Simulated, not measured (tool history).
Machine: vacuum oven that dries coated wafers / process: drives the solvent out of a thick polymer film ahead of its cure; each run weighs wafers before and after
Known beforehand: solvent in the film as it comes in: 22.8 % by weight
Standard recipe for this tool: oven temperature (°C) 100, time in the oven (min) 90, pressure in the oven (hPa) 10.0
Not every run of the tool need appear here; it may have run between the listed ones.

run 1 hour=0.0 | oven_temperature_(°C)=100 time_in_the_oven_(min)=90 pressure_in_the_oven_(hPa)=10.0 | solvent_left_in_the_film_(%)=2.14
run 2 hour=112.5 | oven_temperature_(°C)=100 time_in_the_oven_(min)=82 pressure_in_the_oven_(hPa)=10.0 | solvent_left_in_the_film_(%)=2.51
run 3 hour=204.5 | oven_temperature_(°C)=100 time_in_the_oven_(min)=82 pressure_in_the_oven_(hPa)=10.0 | solvent_left_in_the_film_(%)=2.53
run 4 hour=319.5 | oven_temperature_(°C)=100 time_in_the_oven_(min)=82 pressure_in_the_oven_(hPa)=10.0 | solvent_left_in_the_film_(%)=2.56
run 5 hour=411.3 | oven_temperature_(°C)=100 time_in_the_oven_(min)=82 pressure_in_the_oven_(hPa)=10.0 | solvent_left_in_the_film_(%)=2.58
run 6 hour=495.0 | oven_temperature_(°C)=100 time_in_the_oven_(min)=66 pressure_in_the_oven_(hPa)=10.0 | solvent_left_in_the_film_(%)=3.63
run 7 hour=597.4 | oven_temperature_(°C)=100 time_in_the_oven_(min)=66 pressure_in_the_oven_(hPa)=22.5 | solvent_left_in_the_film_(%)=4.37
run 8 hour=667.1 | oven_temperature_(°C)=100 time_in_the_oven_(min)=66 pressure_in_the_oven_(hPa)=22.5 | solvent_left_in_the_film_(%)=4.39
-- hour=690.0 oven's thermocouples calibrated
run 9 hour=783.9 | oven_temperature_(°C)=100 time_in_the_oven_(min)=66 pressure_in_the_oven_(hPa)=22.5 | solvent_left_in_the_film_(%)=4.14
run 10 hour=868.5 | oven_temperature_(°C)=100 time_in_the_oven_(min)=66 pressure_in_the_oven_(hPa)=22.5 | solvent_left_in_the_film_(%)=4.19
run 11 hour=939.0 | oven_temperature_(°C)=88 time_in_the_oven_(min)=66 pressure_in_the_oven_(hPa)=22.5 | solvent_left_in_the_film_(%)=8.17
run 12 hour=1019.5 | oven_temperature_(°C)=100 time_in_the_oven_(min)=66 pressure_in_the_oven_(hPa)=10.0 | solvent_left_in_the_film_(%)=3.50
run 13 hour=1072.3 | oven_temperature_(°C)=100 time_in_the_oven_(min)=90 pressure_in_the_oven_(hPa)=8.2 | solvent_left_in_the_film_(%)=2.06
run 14 hour=1133.7 | oven_temperature_(°C)=100 time_in_the_oven_(min)=65 pressure_in_the_oven_(hPa)=10.0 | solvent_left_in_the_film_(%)=3.62
run 15 hour=1228.8 | oven_temperature_(°C)=100 time_in_the_oven_(min)=65 pressure_in_the_oven_(hPa)=10.0 | solvent_left_in_the_film_(%)=3.66
run 16 hour=1337.0 | oven_temperature_(°C)=100 time_in_the_oven_(min)=90 pressure_in_the_oven_(hPa)=10.0 | solvent_left_in_the_film_(%)=2.21
run 17 hour=1408.2 | oven_temperature_(°C)=100 time_in_the_oven_(min)=90 pressure_in_the_oven_(hPa)=10.0 | solvent_left_in_the_film_(%)=2.25
run 18 hour=1464.9 | oven_temperature_(°C)=100 time_in_the_oven_(min)=90 pressure_in_the_oven_(hPa)=10.0 | solvent_left_in_the_film_(%)=2.27
run 19 hour=1539.6 | oven_temperature_(°C)=100 time_in_the_oven_(min)=90 pressure_in_the_oven_(hPa)=10.0 | solvent_left_in_the_film_(%)=2.27
run 20 hour=1594.4 | oven_temperature_(°C)=100 time_in_the_oven_(min)=90 pressure_in_the_oven_(hPa)=10.0 | solvent_left_in_the_film_(%)=2.27
-- hour=1601.6 vacuum gauge cleaned of residue and calibrated
run 21 hour=1674.6 | oven_temperature_(°C)=102 time_in_the_oven_(min)=90 pressure_in_the_oven_(hPa)=10.0 | solvent_left_in_the_film_(%)=2.06
run 22 hour=1772.4 | oven_temperature_(°C)=102 time_in_the_oven_(min)=90 pressure_in_the_oven_(hPa)=10.0 | solvent_left_in_the_film_(%)=2.10
run 23 hour=1853.4 | oven_temperature_(°C)=102 time_in_the_oven_(min)=90 pressure_in_the_oven_(hPa)=15.2 | solvent_left_in_the_film_(%)=2.42
run 24 hour=1979.6 | oven_temperature_(°C)=100 time_in_the_oven_(min)=90 pressure_in_the_oven_(hPa)=10.0 | solvent_left_in_the_film_(%)=2.45
run 25 hour=2089.2 | oven_temperature_(°C)=102 time_in_the_oven_(min)=115 pressure_in_the_oven_(hPa)=8.1 | solvent_left_in_the_film_(%)=1.41
-- hour=2128.4 vacuum gauge cleaned of residue and calibrated, once more
run 26 hour=2198.1 | oven_temperature_(°C)=102 time_in_the_oven_(min)=115 pressure_in_the_oven_(hPa)=24.5 | solvent_left_in_the_film_(%)=2.08
run 27 hour=2327.9 | oven_temperature_(°C)=95 time_in_the_oven_(min)=115 pressure_in_the_oven_(hPa)=22.9 | solvent_left_in_the_film_(%)=3.25
run 28 hour=2417.7 | oven_temperature_(°C)=93 time_in_the_oven_(min)=81 pressure_in_the_oven_(hPa)=10.0 | solvent_left_in_the_film_(%)=4.42
run 29 hour=2541.9 | oven_temperature_(°C)=87 time_in_the_oven_(min)=155 pressure_in_the_oven_(hPa)=10.0 | solvent_left_in_the_film_(%)=2.91
-- hour=2613.7 oven's thermocouples calibrated
run 30 hour=2644.8 | oven_temperature_(°C)=104 time_in_the_oven_(min)=116 pressure_in_the_oven_(hPa)=5.5 | solvent_left_in_the_film_(%)=0.70
run 31 hour=2740.2 | oven_temperature_(°C)=102 time_in_the_oven_(min)=48 pressure_in_the_oven_(hPa)=10.0 | solvent_left_in_the_film_(%)=4.74
run 32 hour=2846.1 | oven_temperature_(°C)=105 time_in_the_oven_(min)=48 pressure_in_the_oven_(hPa)=6.1 | solvent_left_in_the_film_(%)=3.72
run 33 hour=2940.4 | oven_temperature_(°C)=107 time_in_the_oven_(min)=62 pressure_in_the_oven_(hPa)=9.9 | solvent_left_in_the_film_(%)=2.24
run 34 hour=3056.3 | oven_temperature_(°C)=107 time_in_the_oven_(min)=62 pressure_in_the_oven_(hPa)=9.9 | solvent_left_in_the_film_(%)=2.24
run 35 hour=3181.9 | oven_temperature_(°C)=105 time_in_the_oven_(min)=90 pressure_in_the_oven_(hPa)=10.0 | solvent_left_in_the_film_(%)=1.39
run 36 hour=3236.5 | oven_temperature_(°C)=105 time_in_the_oven_(min)=90 pressure_in_the_oven_(hPa)=10.0 | solvent_left_in_the_film_(%)=1.42
run 37 hour=3365.9 | oven_temperature_(°C)=109 time_in_the_oven_(min)=90 pressure_in_the_oven_(hPa)=10.0 | solvent_left_in_the_film_(%)=1.00
run 38 hour=3452.9 | oven_temperature_(°C)=110 time_in_the_oven_(min)=90 pressure_in_the_oven_(hPa)=10.0 | solvent_left_in_the_film_(%)=0.91
run 39 hour=3519.4 | oven_temperature_(°C)=102 time_in_the_oven_(min)=90 pressure_in_the_oven_(hPa)=27.3 | solvent_left_in_the_film_(%)=2.94
run 40 hour=3646.8 | oven_temperature_(°C)=102 time_in_the_oven_(min)=90 pressure_in_the_oven_(hPa)=27.3 | solvent_left_in_the_film_(%)=2.96
run 41 hour=3727.5 | oven_temperature_(°C)=90 time_in_the_oven_(min)=90 pressure_in_the_oven_(hPa)=28.3 | solvent_left_in_the_film_(%)=6.40
run 42 hour=3811.9 | oven_temperature_(°C)=114 time_in_the_oven_(min)=90 pressure_in_the_oven_(hPa)=5.4 | solvent_left_in_the_film_(%)=0.51
run 43 hour=3909.2 | oven_temperature_(°C)=107 time_in_the_oven_(min)=104 pressure_in_the_oven_(hPa)=10.0 | solvent_left_in_the_film_(%)=1.03
run 44 hour=4028.9 | oven_temperature_(°C)=107 time_in_the_oven_(min)=104 pressure_in_the_oven_(hPa)=10.0 | solvent_left_in_the_film_(%)=1.03
run 45 hour=4158.1 | oven_temperature_(°C)=100 time_in_the_oven_(min)=147 pressure_in_the_oven_(hPa)=12.9 | solvent_left_in_the_film_(%)=1.42
run 46 hour=4240.2 | oven_temperature_(°C)=100 time_in_the_oven_(min)=147 pressure_in_the_oven_(hPa)=29.2 | solvent_left_in_the_film_(%)=2.52
run 47 hour=4307.5 | oven_temperature_(°C)=100 time_in_the_oven_(min)=147 pressure_in_the_oven_(hPa)=29.2 | solvent_left_in_the_film_(%)=2.51

What if the next run were any one of these 3? Each begins from the tool's condition after run 47:
run A hour=4399.5 | oven_temperature_(°C)=100 time_in_the_oven_(min)=90 pressure_in_the_oven_(hPa)=20.3 | solvent_left_in_the_film_(%)=?
run B hour=4399.5 | oven_temperature_(°C)=100 time_in_the_oven_(min)=99 pressure_in_the_oven_(hPa)=29.2 | solvent_left_in_the_film_(%)=?
run C hour=4399.5 | oven_temperature_(°C)=94 time_in_the_oven_(min)=78 pressure_in_the_oven_(hPa)=29.2 | solvent_left_in_the_film_(%)=?

run=A solvent_left_in_the_film_(%)=3.10
run=B solvent_left_in_the_film_(%)=3.37
run=C solvent_left_in_the_film_(%)=5.99
Stripped of hidden state, with their random variation kept, the same runs would have yielded:
run=A solvent_left_in_the_film_(%)=2.60
run=B solvent_left_in_the_film_(%)=2.87
run=C solvent_left_in_the_film_(%)=5.30

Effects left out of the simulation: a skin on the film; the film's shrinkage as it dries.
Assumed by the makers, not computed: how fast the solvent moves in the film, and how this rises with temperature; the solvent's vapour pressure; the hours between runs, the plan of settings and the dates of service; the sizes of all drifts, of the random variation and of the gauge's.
